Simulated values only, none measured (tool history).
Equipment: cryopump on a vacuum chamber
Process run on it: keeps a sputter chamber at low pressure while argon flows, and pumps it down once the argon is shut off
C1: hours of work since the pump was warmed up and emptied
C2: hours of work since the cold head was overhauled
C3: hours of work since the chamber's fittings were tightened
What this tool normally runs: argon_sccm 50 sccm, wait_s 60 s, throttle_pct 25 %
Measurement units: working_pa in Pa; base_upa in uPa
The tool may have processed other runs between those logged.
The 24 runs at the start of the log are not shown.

Run 25, day 12.829: usual settings but argon_sccm 96 sccm, wait_s 98 s, throttle_pct 27 %; C1 474; C2 474; C3 1713. Result: working_pa 0.4216 Pa, base_upa 2.07 uPa.
Run 26, day 13.196: usual settings but argon_sccm 28 sccm, wait_s 98 s, throttle_pct 27 %; C1 482; C2 482; C3 1720. Result: working_pa 0.1227 Pa, base_upa 2.1 uPa.
Run 27, day 14: usual settings but argon_sccm 66 sccm, throttle_pct 29 %; C1 498; C2 498; C3 1737. Result: working_pa 0.2747 Pa, base_upa 2.56 uPa.
Run 28, day 14.583: usual settings but argon_sccm 95 sccm, wait_s 280 s, throttle_pct 29 %; C1 510; C2 510; C3 1749. Result: working_pa 0.3943 Pa, base_upa 1.57 uPa.
Run 29, day 15.4: usual settings but wait_s 53 s, throttle_pct 28 %; C1 527; C2 527; C3 1765. Result: working_pa 0.2144 Pa, base_upa 2.79 uPa.
Run 30, day 15.738: usual settings but wait_s 23 s, throttle_pct 38 %; C1 534; C2 534; C3 1772. Result: working_pa 0.1618 Pa, base_upa 4.82 uPa.
Run 31, day 16.379: usual settings but argon_sccm 26 sccm; C1 547; C2 547; C3 1785. Result: working_pa 0.125 Pa, base_upa 2.72 uPa.
Run 32, day 16.967: usual settings but argon_sccm 95 sccm, wait_s 72 s; C1 559; C2 559; C3 1797. Result: working_pa 0.4565 Pa, base_upa 2.38 uPa.

The next listed run, before its measurement:
At day 17.35: leaking fittings of the chamber tightened, without venting.
Run 33, day 17.638: usual settings but argon_sccm 22 sccm, wait_s 72 s, throttle_pct 53 %; C1 571; C2 571; C3 6. Result: working_pa ?, base_upa ?.

{"run 33": {"working_pa": 0.0529, "base_upa": 1.45}}
On a tool with no hidden condition, and with the same random variation, this run would have come out at working_pa 0.0468 Pa, base_upa 1.36 uPa.

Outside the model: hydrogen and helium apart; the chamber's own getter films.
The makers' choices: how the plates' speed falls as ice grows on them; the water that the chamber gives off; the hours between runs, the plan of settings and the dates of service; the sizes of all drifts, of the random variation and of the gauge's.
